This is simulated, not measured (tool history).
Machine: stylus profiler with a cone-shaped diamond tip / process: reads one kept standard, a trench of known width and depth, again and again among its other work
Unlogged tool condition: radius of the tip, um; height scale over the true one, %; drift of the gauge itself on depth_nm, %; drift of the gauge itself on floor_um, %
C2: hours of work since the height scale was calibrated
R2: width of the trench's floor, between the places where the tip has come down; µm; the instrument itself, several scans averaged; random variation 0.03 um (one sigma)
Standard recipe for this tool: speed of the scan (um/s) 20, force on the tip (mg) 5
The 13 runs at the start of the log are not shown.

Run 14, hour 151: usual settings but force on the tip (mg) 3.05; scans with this tip 7331; C2 764. Result: depth of the trench (nm) 506.89, R2 95.52 µm.
Run 15, hour 166.2: usual settings but force on the tip (mg) 3.05; scans with this tip 7413; C2 772. Result: depth of the trench (nm) 507, R2 95.5 µm.
Run 16, hour 180.3: usual settings but force on the tip (mg) 6.78; scans with this tip 7489; C2 780. Result: depth of the trench (nm) 511.68, R2 95.54 µm.
Run 17, hour 189.3: usual settings but speed of the scan (um/s) 17; scans with this tip 7537; C2 785. Result: depth of the trench (nm) 509.97, R2 95.57 µm.
Run 18, hour 195.4: usual settings but speed of the scan (um/s) 17; scans with this tip 7570; C2 788. Result: depth of the trench (nm) 509.57, R2 95.56 µm.
Run 19, hour 209.3: usual settings; scans with this tip 7645; C2 796. Result: depth of the trench (nm) 509.68, R2 95.5 µm.
Run 20, hour 215.5: usual settings; scans with this tip 7678; C2 800. Result: depth of the trench (nm) 509.73, R2 95.52 µm.
Run 21, hour 227: usual settings; scans with this tip 7740; C2 806. Result: depth of the trench (nm) 509.53, R2 95.49 µm.
Run 22, hour 241.5: usual settings; scans with this tip 7818; C2 814. Result: depth of the trench (nm) 509.67, R2 95.47 µm.
Run 23, hour 252.7: usual settings; scans with this tip 7878; C2 821. Result: depth of the trench (nm) 509.96, R2 95.53 µm.

Run 24 is up next; what results do you expect?
Run 24, hour 263.1: usual settings; scans with this tip 7935; C2 826. Result: depth of the trench (nm) ?, R2 ?.

Run 24 yielded depth of the trench (nm) 509.7, R2 95.47 µm.
On a tool with no hidden condition, and with the same random variation, this run would have come out at depth of the trench (nm) 509.69, R2 95.49 µm.
